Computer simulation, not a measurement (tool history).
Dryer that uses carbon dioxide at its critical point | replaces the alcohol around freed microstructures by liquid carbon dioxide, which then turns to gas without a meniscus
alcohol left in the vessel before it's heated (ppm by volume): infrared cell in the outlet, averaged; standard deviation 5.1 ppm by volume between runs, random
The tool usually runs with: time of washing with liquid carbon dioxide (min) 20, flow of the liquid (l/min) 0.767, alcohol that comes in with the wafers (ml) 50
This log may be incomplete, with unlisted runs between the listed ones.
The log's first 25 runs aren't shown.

run,hour,time of washing with liquid carbon dioxide (min),flow of the liquid (l/min),alcohol that comes in with the wafers (ml),hours of work since the filter was changed,hours of work since the purifier's bed was changed,alcohol left in the vessel before it's heated (ppm by volume)
26,297.1,20,0.503,34,124,444,491
27,310.1,21,1.009,26,130,449,72
28,326.4,20,1.039,67,137,456,110
29,335.4,20,0.494,72,141,460,1057
30,349.5,20,0.494,72,147,466,1069
31,361.2,20,0.494,72,152,472,1051
32,375.1,20,0.494,72,159,478,1080
33,386.5,20,0.767,21,164,483,126
34,401.1,20,0.767,21,170,489,136
35,416.6,20,1.143,65,177,496,101
36,423.8,13,0.767,50,180,499,843
37,439.5,29,0.967,95,187,506,95
38,450.7,28,0.72,35,192,511,105
39,462.8,20,1.217,83,197,516,99
40,473.2,21,1.123,100,201,521,107
41,486.7,20,0.783,78,207,527,265
42,494.8,21,0.587,107,211,530,792
43,503.9,21,0.587,107,215,534,779

Below are 4 alternative next runs, each starting from the tool's condition after run 43. Predict each:
A,517.9,24,1.289,83,221,540,?
B,517.9,20,0.479,107,221,540,?
C,517.9,21,0.587,25,221,540,?
D,517.9,22,0.533,50,221,540,?

run,alcohol left in the vessel before it's heated (ppm by volume)
A,98
B,1927
C,268
D,503
The same runs, with their run-to-run variation unchanged, on a tool lacking any hidden condition would have given:
run,alcohol left in the vessel before it's heated (ppm by volume)
A,10
B,1261
C,116
D,264

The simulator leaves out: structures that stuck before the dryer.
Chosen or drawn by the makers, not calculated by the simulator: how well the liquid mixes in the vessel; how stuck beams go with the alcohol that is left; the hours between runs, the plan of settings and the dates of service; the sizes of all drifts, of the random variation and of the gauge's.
